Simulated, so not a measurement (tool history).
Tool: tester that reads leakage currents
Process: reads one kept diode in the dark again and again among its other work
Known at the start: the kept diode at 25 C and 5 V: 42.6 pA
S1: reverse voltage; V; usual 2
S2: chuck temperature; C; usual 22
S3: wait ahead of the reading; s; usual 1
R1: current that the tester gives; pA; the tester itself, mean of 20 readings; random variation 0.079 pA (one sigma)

| run | day | S1 | S2 | S3 | R1 |
|---|---|---|---|---|---|
| 1 | 0 | 2 | 22 | 1 | 17.81 |
| 2 | 1.408 | 2 | 22 | 1 | 17.74 |
| 3 | 2.612 | 2 | 22 | 1 | 17.93 |
| 4 | 3.662 | 2 | 22 | 1 | 17.83 |
| 5 | 4.954 | 2 | 22 | 1.29 | 17.65 |
| 6 | 6.2 | 2 | 22 | 1.29 | 17.64 |
| 7 | 7.588 | 2 | 22 | 1.29 | 17.53 |
| 8 | 8.812 | 2 | 22 | 1.29 | 17.59 |
| 9 | 9.496 | 10.27 | 22 | 3.77 | 45.48 |
| 10 | 10.929 | 2 | 22 | 0.71 | 17.76 |
| 11 | 12.188 | 2 | 37 | 2.13 | 58.2 |
| 12 | 12.871 | 2 | 37 | 2.13 | 57.52 |
| 13 | 13.862 | 2 | 32 | 8.17 | 38.84 |
| 14 | 14.646 | 2.47 | 43 | 9.69 | 102.21 |
| 15 | 16.008 | 2.57 | 30 | 0.65 | 38.49 |
| 16 | 17.238 | 2.57 | 30 | 0.65 | 38.52 |

Hidden state or all else? Some run-to-run changes of R1, split into what the settings, what came in and random variation would give without the hidden state, and what is left for the hidden state (with any gauge scatter that isn't in both results):
The hidden state here: stray current of the dirty probe card, pA a volt; current scale over the true one, %; true chuck temperature over the reading, C; drift of the gauge itself on leakage_pa, %.
Run 14 -> 15: S1 2.47 -> 2.57, S2 43 -> 30, S3 9.69 -> 0.65. R1 -63.72 pA: hidden state +10.67, all else -74.39.
